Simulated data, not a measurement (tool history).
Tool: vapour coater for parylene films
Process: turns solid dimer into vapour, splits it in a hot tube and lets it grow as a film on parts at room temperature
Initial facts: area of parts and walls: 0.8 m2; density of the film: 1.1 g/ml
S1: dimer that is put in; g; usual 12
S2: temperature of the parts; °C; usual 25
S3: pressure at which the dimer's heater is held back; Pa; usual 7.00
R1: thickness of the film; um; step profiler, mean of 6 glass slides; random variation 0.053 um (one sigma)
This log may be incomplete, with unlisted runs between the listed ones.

Run 1, hour 0.0: usual settings. Result: R1 6.03 um.
Run 2, hour 47.4: usual settings but S1 21 g. Result: R1 10.46 um.
Run 3, hour 82.0: usual settings but S1 21 g. Result: R1 10.39 um.
Run 4, hour 114.5: usual settings but S1 21 g, S3 4.12 Pa. Result: R1 10.68 um.
Run 5, hour 143.3: usual settings but S1 16 g, S3 4.12 Pa. Result: R1 8.04 um.
Run 6, hour 171.7: usual settings but S1 16 g, S3 4.12 Pa. Result: R1 8.04 um.
Run 7, hour 216.4: usual settings but S1 16 g, S3 4.12 Pa. Result: R1 7.96 um.
Run 8, hour 240.0: usual settings but S1 16 g, S3 4.12 Pa. Result: R1 8.00 um.
Run 9, hour 270.4: usual settings but S1 16 g, S3 4.12 Pa. Result: R1 7.88 um.
Run 10, hour 290.7: usual settings but S1 5 g. Result: R1 2.43 um.
Run 11, hour 323.9: usual settings but S1 5 g. Result: R1 2.31 um.
Run 12, hour 371.2: usual settings but S1 16 g. Result: R1 7.64 um.
Run 13, hour 400.3: usual settings but S1 22 g. Result: R1 10.44 um.
Run 14, hour 426.0: usual settings but S1 22 g. Result: R1 10.36 um.
Run 15, hour 461.3: usual settings but S1 22 g. Result: R1 10.05 um.
Run 16, hour 504.2: usual settings but S1 22 g. Result: R1 10.30 um.
Run 17, hour 532.4: usual settings but S1 22 g. Result: R1 10.06 um.
At hour 569.1: trap's valve overhauled.
Run 18, hour 569.1: usual settings but S1 22 g. Result: R1 10.85 um.
Run 19, hour 589.3: usual settings but S1 22 g. Result: R1 11.12 um.
Run 20, hour 623.0: usual settings but S1 6 g. Result: R1 2.97 um.
Run 21, hour 663.2: usual settings but S1 11 g. Result: R1 5.51 um.
Run 22, hour 696.8: usual settings but S1 5 g, S2 22 °C, S3 2.79 Pa. Result: R1 2.85 um.
Run 23, hour 734.2: usual settings but S1 5 g, S2 22 °C, S3 2.79 Pa. Result: R1 2.91 um.
Run 24, hour 755.4: usual settings but S1 7 g, S2 24 °C, S3 2.14 Pa. Result: R1 3.75 um.
Run 25, hour 775.0: usual settings but S1 7 g, S2 24 °C, S3 2.14 Pa. Result: R1 3.86 um.
Run 26, hour 821.9: usual settings but S1 20 g, S2 24 °C, S3 2.14 Pa. Result: R1 10.63 um.
Run 27, hour 848.2: usual settings but S1 20 g, S2 24 °C, S3 2.14 Pa. Result: R1 10.84 um.
Run 28, hour 891.6: usual settings but S1 20 g, S2 24 °C, S3 2.14 Pa. Result: R1 10.63 um.
Run 29, hour 921.4: usual settings but S1 11 g, S3 2.10 Pa. Result: R1 5.63 um.
Run 30, hour 962.9: usual settings but S1 6 g. Result: R1 2.80 um.
Run 31, hour 985.2: usual settings but S2 18 °C. Result: R1 7.25 um.
Run 32, hour 1014.4: usual settings but S2 18 °C. Result: R1 7.27 um.
Run 33, hour 1057.6: usual settings but S2 18 °C. Result: R1 7.23 um.
Run 34, hour 1090.5: usual settings but S2 18 °C. Result: R1 7.26 um.
Run 35, hour 1123.1: usual settings but S1 5 g, S2 17 °C, S3 5.77 Pa. Result: R1 3.13 um.
Run 36, hour 1147.7: usual settings but S1 14 g, S2 17 °C, S3 8.57 Pa. Result: R1 8.59 um.
Run 37, hour 1173.3: usual settings but S1 11 g, S2 36 °C, S3 2.76 Pa. Result: R1 3.55 um.
Run 38, hour 1195.9: usual settings but S1 21 g, S2 36 °C, S3 4.19 Pa. Result: R1 6.53 um.
At hour 1239.8: trap's valve overhauled.
Run 39, hour 1241.8: usual settings but S1 19 g, S2 23 °C, S3 5.63 Pa. Result: R1 10.31 um.
Run 40, hour 1288.4: usual settings but S1 19 g, S2 23 °C, S3 5.63 Pa. Result: R1 10.41 um.
Run 41, hour 1327.6: usual settings but S1 19 g, S2 23 °C, S3 5.63 Pa. Result: R1 10.23 um.
Run 42, hour 1347.3: usual settings but S1 22 g, S2 31 °C, S3 2.37 Pa. Result: R1 9.16 um.

Here are 5 independent what-if runs from the current tool condition. What would each one return?
Run A, hour 1370.6: usual settings but S1 16 g, S2 33 °C, S3 3.89 Pa. Result: R1 ?.
Run B, hour 1370.6: usual settings but S1 22 g, S2 31 °C, S3 7.28 Pa. Result: R1 ?.
Run C, hour 1370.6: usual settings but S1 13 g, S2 29 °C, S3 6.74 Pa. Result: R1 ?.
Run D, hour 1370.6: usual settings but S1 19 g, S2 35 °C, S3 3.25 Pa. Result: R1 ?.
Run E, hour 1370.6: usual settings but S1 19 g, S2 31 °C, S3 10.15 Pa. Result: R1 ?.

run    R1
  A  6.04
  B  8.41
  C  5.53
  D  6.60
  E  7.19
With no hidden state in the tool, these same runs would have given:
run    R1
  A  6.31
  B  8.80
  C  5.78
  D  6.90
  E  7.51

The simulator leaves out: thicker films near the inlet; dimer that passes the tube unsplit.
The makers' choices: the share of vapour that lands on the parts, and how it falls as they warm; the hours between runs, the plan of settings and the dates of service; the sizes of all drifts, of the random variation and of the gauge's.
